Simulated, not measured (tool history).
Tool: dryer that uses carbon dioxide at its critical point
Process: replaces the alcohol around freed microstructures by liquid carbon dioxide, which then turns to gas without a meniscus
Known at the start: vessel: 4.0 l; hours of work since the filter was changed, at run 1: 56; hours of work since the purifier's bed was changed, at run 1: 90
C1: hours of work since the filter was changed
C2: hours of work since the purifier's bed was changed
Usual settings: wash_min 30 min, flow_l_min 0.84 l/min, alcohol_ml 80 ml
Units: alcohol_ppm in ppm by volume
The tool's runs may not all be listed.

Run 1, hour 0: usual settings; C1 56; C2 90. Result: alcohol_ppm 97 ppm by volume.
Run 2, hour 7.1: usual settings; C1 62; C2 96. Result: alcohol_ppm 97 ppm by volume.
Run 3, hour 16.7: usual settings but alcohol_ml 93 ml; C1 69; C2 103. Result: alcohol_ppm 116 ppm by volume.
Run 4, hour 24.7: usual settings but alcohol_ml 93 ml; C1 76; C2 110. Result: alcohol_ppm 114 ppm by volume.
Run 5, hour 31: usual settings but alcohol_ml 93 ml; C1 81; C2 115. Result: alcohol_ppm 114 ppm by volume.
Run 6, hour 36.5: usual settings but wash_min 27 min; C1 85; C2 119. Result: alcohol_ppm 172 ppm by volume.
Run 7, hour 45.6: usual settings but wash_min 27 min; C1 92; C2 126. Result: alcohol_ppm 163 ppm by volume.
Run 8, hour 54.8: usual settings but wash_min 27 min; C1 99; C2 133. Result: alcohol_ppm 171 ppm by volume.
Run 9, hour 60.3: usual settings but wash_min 20 min, flow_l_min 0.854 l/min, alcohol_ml 120 ml; C1 103; C2 138. Result: alcohol_ppm 810 ppm by volume.
Run 10, hour 67.1: usual settings but wash_min 20 min, flow_l_min 0.854 l/min, alcohol_ml 120 ml; C1 109; C2 143. Result: alcohol_ppm 826 ppm by volume.
Run 11, hour 75.6: usual settings but wash_min 25 min, flow_l_min 0.554 l/min, alcohol_ml 103 ml; C1 115; C2 150. Result: alcohol_ppm 1400 ppm by volume.

Run 12 comes next. What will it give?
Run 12, hour 82.5: usual settings but wash_min 34 min, flow_l_min 0.554 l/min, alcohol_ml 103 ml; C1 121; C2 155. Result: alcohol_ppm ?.

alcohol_ppm: 509 ppm by volume
Without the tool's hidden state the same run would have given alcohol_ppm 413 ppm by volume.
